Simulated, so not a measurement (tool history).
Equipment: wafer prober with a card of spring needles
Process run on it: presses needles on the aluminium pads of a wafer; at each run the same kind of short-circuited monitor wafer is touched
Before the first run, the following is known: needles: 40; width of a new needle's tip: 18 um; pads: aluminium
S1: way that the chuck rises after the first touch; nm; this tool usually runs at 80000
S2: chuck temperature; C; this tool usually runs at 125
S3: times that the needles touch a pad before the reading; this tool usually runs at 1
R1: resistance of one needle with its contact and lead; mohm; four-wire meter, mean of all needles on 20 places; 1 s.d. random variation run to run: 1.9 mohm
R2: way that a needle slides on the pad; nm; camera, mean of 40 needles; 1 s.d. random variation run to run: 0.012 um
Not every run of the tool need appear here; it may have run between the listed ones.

run    hour     S1   S2  S3   R1     R2
  1     0.0  80000  125   1  201  16400
        8.9  -- tips cleaned on abrasive film
       26.7  -- tips cleaned on abrasive film
       35.9  -- height of the first contact set anew
       49.2  -- tips cleaned on abrasive film
  2    58.8  95000  125   1  200  19430
       67.7  -- tips cleaned on abrasive film
       89.9  -- tips cleaned on abrasive film
      107.7  -- tips cleaned on abrasive film
      129.9  -- tips cleaned on abrasive film
  3   130.0  95000  125   1  199  19450
      151.9  -- tips cleaned on abrasive film
      173.9  -- tips cleaned on abrasive film
      196.1  -- tips cleaned on abrasive film
      216.5  -- tips cleaned on abrasive film
  4   216.5  80000  125   1  202  16350
      238.7  -- tips cleaned on abrasive film
      260.9  -- tips cleaned on abrasive film
  5   276.6  80000  125   1  204  16360
      281.1  -- tips cleaned on abrasive film
      303.0  -- tips cleaned on abrasive film
      320.8  -- tips cleaned on abrasive film
  6   338.2  80000  125   1  204  16360
      342.7  -- tips cleaned on abrasive film
      343.0  -- height of the first contact set anew
      360.8  -- tips cleaned on abrasive film
      383.0  -- tips cleaned on abrasive film
  7   392.2  80000  125   1  205  16350
      401.2  -- tips cleaned on abrasive film
      423.4  -- tips cleaned on abrasive film
  8   433.7  80000  125   1  201  16370
      442.7  -- tips cleaned on abrasive film
      464.9  -- tips cleaned on abrasive film
      487.1  -- tips cleaned on abrasive film
  9   492.9  61000  125   1  206  12470
      506.3  -- tips cleaned on abrasive film
      524.1  -- tips cleaned on abrasive film
      544.3  -- tips cleaned on abrasive film
 10   544.3  64000  125   1  207  13080
      562.1  -- tips cleaned on abrasive film
      584.1  -- tips cleaned on abrasive film
      606.3  -- tips cleaned on abrasive film
      628.5  -- tips cleaned on abrasive film
 11   639.1  80000  125   1  205  16350
      648.0  -- tips cleaned on abrasive film
      648.3  -- height of the first contact set anew
      666.1  -- tips cleaned on abrasive film
      688.3  -- tips cleaned on abrasive film
      710.5  -- tips cleaned on abrasive film
      732.5  -- tips cleaned on abrasive film
 12   734.3  80000  125   1  202  16380
      752.1  -- tips cleaned on abrasive film
      774.1  -- tips cleaned on abrasive film
      796.3  -- tips cleaned on abrasive film
      817.7  -- tips cleaned on abrasive film
 13   817.7  80000  125   1  204  16360
      835.5  -- tips cleaned on abrasive film
      857.7  -- tips cleaned on abrasive film
      879.5  -- tips cleaned on abrasive film
      901.7  -- tips cleaned on abrasive film
 14   913.4  80000  125   1  204  16350
      922.4  -- tips cleaned on abrasive film
      944.2  -- tips cleaned on abrasive film
      953.4  -- height of the first contact set anew
      962.3  -- tips cleaned on abrasive film
 15   968.0  80000  125   1  201  16360
      981.4  -- tips cleaned on abrasive film
      999.1  -- tips cleaned on abrasive film
     1021.3  -- tips cleaned on abrasive film
     1043.5  -- tips cleaned on abrasive film
 16  1058.3  88000  116   1  203  17980
     1062.8  -- tips cleaned on abrasive film
     1080.6  -- tips cleaned on abrasive film
     1102.8  -- tips cleaned on abrasive film
 17  1103.0  62000   32   1  187  12670
     1120.7  -- tips cleaned on abrasive film
     1142.9  -- tips cleaned on abrasive film
 18  1150.1  90000   30   1  186  18400
     1163.3  -- tips cleaned on abrasive film
     1185.5  -- tips cleaned on abrasive film
     1203.3  -- tips cleaned on abrasive film
 19  1212.4  69000   39   2  191  14110
     1221.3  -- tips cleaned on abrasive film
     1239.1  -- tips cleaned on abrasive film
     1260.9  -- tips cleaned on abrasive film
     1261.2  -- height of the first contact set anew
     1279.0  -- tips cleaned on abrasive film
 20  1283.6  69000   39   2  185  14110
     1296.9  -- tips cleaned on abrasive film
     1314.7  -- tips cleaned on abrasive film
     1336.9  -- tips cleaned on abrasive film
     1358.9  -- tips cleaned on abrasive film
 21  1375.7  69000   39   2  188  14120
     1380.2  -- tips cleaned on abrasive film
     1402.5  -- tips cleaned on abrasive film
     1424.7  -- tips cleaned on abrasive film
     1442.4  -- tips cleaned on abrasive film
 22  1459.5  95000   34   3  181  19430

Forecast run 23:
     1464.0  -- tips cleaned on abrasive film
     1481.8  -- tips cleaned on abrasive film
     1504.0  -- tips cleaned on abrasive film
     1526.2  -- tips cleaned on abrasive film
     1548.4  -- tips cleaned on abrasive film
 23  1551.3  95000  34   3   ?   ?

R1: 180 mohm
R2: 19420 nm
Minus the tool's unlogged condition, the same run would have read R1 180 mohm, R2 19430 nm.
